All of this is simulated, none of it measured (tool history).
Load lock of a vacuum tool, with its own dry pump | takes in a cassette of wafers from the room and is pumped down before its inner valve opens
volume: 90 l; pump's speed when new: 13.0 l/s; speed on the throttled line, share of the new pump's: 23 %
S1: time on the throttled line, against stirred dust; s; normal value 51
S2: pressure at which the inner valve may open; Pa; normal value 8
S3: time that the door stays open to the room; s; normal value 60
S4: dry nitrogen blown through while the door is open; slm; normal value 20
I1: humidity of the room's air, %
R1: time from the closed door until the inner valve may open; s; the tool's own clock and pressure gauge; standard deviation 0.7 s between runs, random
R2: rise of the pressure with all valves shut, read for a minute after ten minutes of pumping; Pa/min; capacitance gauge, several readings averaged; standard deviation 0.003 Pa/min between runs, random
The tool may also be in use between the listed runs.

{"run": 1, "hour": 0.0, "S1": 51, "S2": 8, "S3": 60, "S4": 20, "I1": 45.3, "R1": 105.8, "R2": 0.03}
{"run": 2, "hour": 65.6, "S1": 51, "S2": 8, "S3": 60, "S4": 11, "I1": 43.9, "R1": 106.3, "R2": 0.038}
{"run": 3, "hour": 159.9, "S1": 51, "S2": 8, "S3": 60, "S4": 11, "I1": 43.2, "R1": 106.2, "R2": 0.035}
{"run": 4, "hour": 239.7, "S1": 51, "S2": 8, "S3": 60, "S4": 11, "I1": 42.2, "R1": 106.3, "R2": 0.034}
{"run": 5, "hour": 327.1, "S1": 51, "S2": 8, "S3": 60, "S4": 11, "I1": 45.1, "R1": 105.6, "R2": 0.041}
{"run": 6, "hour": 430.6, "S1": 51, "S2": 8, "S3": 60, "S4": 11, "I1": 41.5, "R1": 104.9, "R2": 0.036}
{"run": 7, "hour": 486.8, "S1": 51, "S2": 8, "S3": 60, "S4": 11, "I1": 44.6, "R1": 104.9, "R2": 0.041}
{"run": 8, "hour": 550.6, "S1": 51, "S2": 8, "S3": 60, "S4": 20, "I1": 43.5, "R1": 104.8, "R2": 0.024}
{"run": 9, "hour": 624.7, "S1": 28, "S2": 8, "S3": 60, "S4": 20, "I1": 47.4, "R1": 87.4, "R2": 0.031}
{"run": 10, "hour": 713.0, "S1": 28, "S2": 8, "S3": 60, "S4": 20, "I1": 47, "R1": 87.6, "R2": 0.029}
{"run": 11, "hour": 772.1, "S1": 51, "S2": 8, "S3": 60, "S4": 4, "I1": 44.8, "R1": 105.5, "R2": 0.045}
{"run": 12, "hour": 883.1, "S1": 51, "S2": 8, "S3": 60, "S4": 20, "I1": 43.6, "R1": 106.4, "R2": 0.029}
{"run": 13, "hour": 960.4, "S1": 51, "S2": 8, "S3": 186, "S4": 20, "I1": 46.4, "R1": 105.7, "R2": 0.075}
{"run": 14, "hour": 1035.4, "S1": 51, "S2": 8, "S3": 60, "S4": 20, "I1": 45.2, "R1": 105.1, "R2": 0.031}
{"run": 15, "hour": 1083.8, "S1": 51, "S2": 8, "S3": 60, "S4": 20, "I1": 46.3, "R1": 105.7, "R2": 0.03}
{"run": 16, "hour": 1173.1, "S1": 51, "S2": 8, "S3": 60, "S4": 15, "I1": 43.7, "R1": 105.4, "R2": 0.034}
{"run": 17, "hour": 1289.9, "S1": 51, "S2": 8, "S3": 60, "S4": 15, "I1": 49.9, "R1": 105.2, "R2": 0.034}
{"run": 18, "hour": 1389.8, "S1": 51, "S2": 8, "S3": 60, "S4": 20, "I1": 43.1, "R1": 106, "R2": 0.026}
{"run": 19, "hour": 1442.3, "S1": 51, "S2": 11, "S3": 60, "S4": 20, "I1": 50.2, "R1": 102.7, "R2": 0.031}
{"run": 20, "hour": 1557.7, "S1": 51, "S2": 11, "S3": 60, "S4": 20, "I1": 47.3, "R1": 103.3, "R2": 0.035}
{"run": 21, "hour": 1642.0, "S1": 33, "S2": 12, "S3": 46, "S4": 5, "I1": 45.6, "R1": 88.6, "R2": 0.042}
{"run": 22, "hour": 1726.8, "S1": 37, "S2": 7, "S3": 30, "S4": 32, "I1": 44.7, "R1": 95.1, "R2": 0.018}
{"run": 23, "hour": 1785.8, "S1": 51, "S2": 8, "S3": 60, "S4": 5, "I1": 42.7, "R1": 105.9, "R2": 0.045}
{"run": 24, "hour": 1875.1, "S1": 27, "S2": 9, "S3": 62, "S4": 5, "I1": 46.6, "R1": 86.9, "R2": 0.045}
{"run": 25, "hour": 1941.7, "S1": 29, "S2": 8, "S3": 60, "S4": 20, "I1": 45.1, "R1": 88.7, "R2": 0.03}
{"run": 26, "hour": 1996.4, "S1": 29, "S2": 15, "S3": 31, "S4": 20, "I1": 43.2, "R1": 83.9, "R2": 0.014}
{"run": 27, "hour": 2096.4, "S1": 60, "S2": 15, "S3": 136, "S4": 22, "I1": 46.4, "R1": 107.1, "R2": 0.057}
{"run": 28, "hour": 2149.6, "S1": 60, "S2": 15, "S3": 136, "S4": 5, "I1": 45.8, "R1": 107.7, "R2": 0.086}
{"run": 29, "hour": 2266.5, "S1": 49, "S2": 8, "S3": 60, "S4": 20, "I1": 45.2, "R1": 105.3, "R2": 0.03}
{"run": 30, "hour": 2364.3, "S1": 82, "S2": 8, "S3": 60, "S4": 7, "I1": 44.3, "R1": 128.1, "R2": 0.038}
{"run": 31, "hour": 2419.7, "S1": 82, "S2": 8, "S3": 60, "S4": 7, "I1": 43.5, "R1": 130.6, "R2": 0.042}
{"run": 32, "hour": 2500.0, "S1": 51, "S2": 11, "S3": 216, "S4": 25, "I1": 47.2, "R1": 102.7, "R2": 0.073}
{"run": 33, "hour": 2597.2, "S1": 42, "S2": 8, "S3": 60, "S4": 7, "I1": 45.2, "R1": 98.1, "R2": 0.049}
{"run": 34, "hour": 2647.4, "S1": 41, "S2": 8, "S3": 71, "S4": 7, "I1": 45.9, "R1": 97.6, "R2": 0.05}

Predict the results of run 35:
{"run": 35, "hour": 2721.2, "S1": 51, "S2": 8, "S3": 60, "S4": 20, "I1": 43.6, "R1": "?", "R2": "?"}

Logged for run 35: R1 106.3 s, R2 0.031 Pa/min.
With the hidden condition absent and the run-to-run variation left alone, this run would have shown R1 106.3 s, R2 0.03 Pa/min.
